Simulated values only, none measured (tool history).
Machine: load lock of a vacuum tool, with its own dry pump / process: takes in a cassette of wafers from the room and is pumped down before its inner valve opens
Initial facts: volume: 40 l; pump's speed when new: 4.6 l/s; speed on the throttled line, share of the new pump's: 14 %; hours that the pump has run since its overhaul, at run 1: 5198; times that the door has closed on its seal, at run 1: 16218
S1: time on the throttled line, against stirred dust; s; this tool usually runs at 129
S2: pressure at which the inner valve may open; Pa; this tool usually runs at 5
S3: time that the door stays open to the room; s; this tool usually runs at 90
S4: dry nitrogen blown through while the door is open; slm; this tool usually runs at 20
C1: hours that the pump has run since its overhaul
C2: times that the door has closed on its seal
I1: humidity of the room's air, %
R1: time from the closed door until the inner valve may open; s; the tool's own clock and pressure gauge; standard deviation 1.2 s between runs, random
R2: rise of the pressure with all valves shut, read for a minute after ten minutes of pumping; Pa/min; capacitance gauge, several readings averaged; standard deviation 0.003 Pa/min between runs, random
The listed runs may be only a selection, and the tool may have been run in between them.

Run 1, hour 0.0: usual settings; C1 5198; C2 16218; I1 42.6. Result: R1 202.9 s, R2 0.155 Pa/min.
Run 2, hour 70.5: usual settings; C1 5269; C2 16333; I1 44.1. Result: R1 204.3 s, R2 0.153 Pa/min.
Run 3, hour 205.7: usual settings; C1 5404; C2 16553; I1 48.4. Result: R1 203.9 s, R2 0.156 Pa/min.
Run 4, hour 354.3: usual settings; C1 5553; C2 16796; I1 43.1. Result: R1 206.7 s, R2 0.159 Pa/min.
Run 5, hour 436.9: usual settings; C1 5635; C2 16931; I1 45.8. Result: R1 205.1 s, R2 0.165 Pa/min.
Run 6, hour 589.2: usual settings; C1 5787; C2 17179; I1 46.9. Result: R1 205.2 s, R2 0.168 Pa/min.
Run 7, hour 750.4: usual settings but S3 91 s; C1 5949; C2 17443; I1 43.5. Result: R1 205.0 s, R2 0.159 Pa/min.
Run 8, hour 831.7: usual settings but S3 91 s; C1 6030; C2 17575; I1 46.4. Result: R1 205.5 s, R2 0.172 Pa/min.
Run 9, hour 998.7: usual settings but S4 11 slm; C1 6197; C2 17848; I1 45.6. Result: R1 204.6 s, R2 0.178 Pa/min.
Run 10, hour 1153.5: usual settings but S1 91 s, S3 47 s, S4 11 slm; C1 6352; C2 18101; I1 42.8. Result: R1 174.3 s, R2 0.164 Pa/min.
Run 11, hour 1232.7: usual settings but S1 86 s, S4 24 slm; C1 6431; C2 18230; I1 44.4. Result: R1 170.1 s, R2 0.169 Pa/min.
Run 12, hour 1362.5: usual settings but S1 133 s, S3 34 s; C1 6561; C2 18442; I1 45.8. Result: R1 207.5 s, R2 0.163 Pa/min.
Run 13, hour 1482.8: usual settings but S1 235 s, S2 8 Pa, S3 34 s, S4 5 slm; C1 6681; C2 18638; I1 45.9. Result: R1 289.1 s, R2 0.173 Pa/min.
Run 14, hour 1586.1: usual settings but S1 175 s, S2 6 Pa; C1 6784; C2 18807; I1 41.9. Result: R1 241.9 s, R2 0.184 Pa/min.
Run 15, hour 1723.0: usual settings but S1 114 s, S2 7 Pa, S4 36 slm; C1 6921; C2 19031; I1 46.1. Result: R1 187.7 s, R2 0.175 Pa/min.
Run 16, hour 1839.7: usual settings but S1 114 s, S2 7 Pa, S4 36 slm; C1 7038; C2 19221; I1 48.8. Result: R1 188.1 s, R2 0.178 Pa/min.
Run 17, hour 1979.0: usual settings but S1 244 s, S2 7 Pa; C1 7177; C2 19448; I1 43.8. Result: R1 299.8 s, R2 0.195 Pa/min.
Run 18, hour 2066.8: usual settings but S1 71 s, S2 6 Pa, S4 39 slm; C1 7265; C2 19592; I1 41.4. Result: R1 153.8 s, R2 0.179 Pa/min.

Some steps in R1, run to run, broken into two amounts with sign: the step expected even without the hidden condition (settings, incoming material, random variation), and the rest, left for the hidden condition together with whatever gauge scatter is not in both the measured and the hidden-condition-free result:
Hidden state present: pump's speed, % of a new pump's; leak at the door's seal, Pa l/s; drift of the gauge itself on ready_s, %; drift of the gauge itself on rise_pa_min, %.
Run 17 -> 18: S1 244 -> 71, S2 7 -> 6, S4 20 -> 39. R1 -146.0 s: hidden state +2.5, all else -148.5.

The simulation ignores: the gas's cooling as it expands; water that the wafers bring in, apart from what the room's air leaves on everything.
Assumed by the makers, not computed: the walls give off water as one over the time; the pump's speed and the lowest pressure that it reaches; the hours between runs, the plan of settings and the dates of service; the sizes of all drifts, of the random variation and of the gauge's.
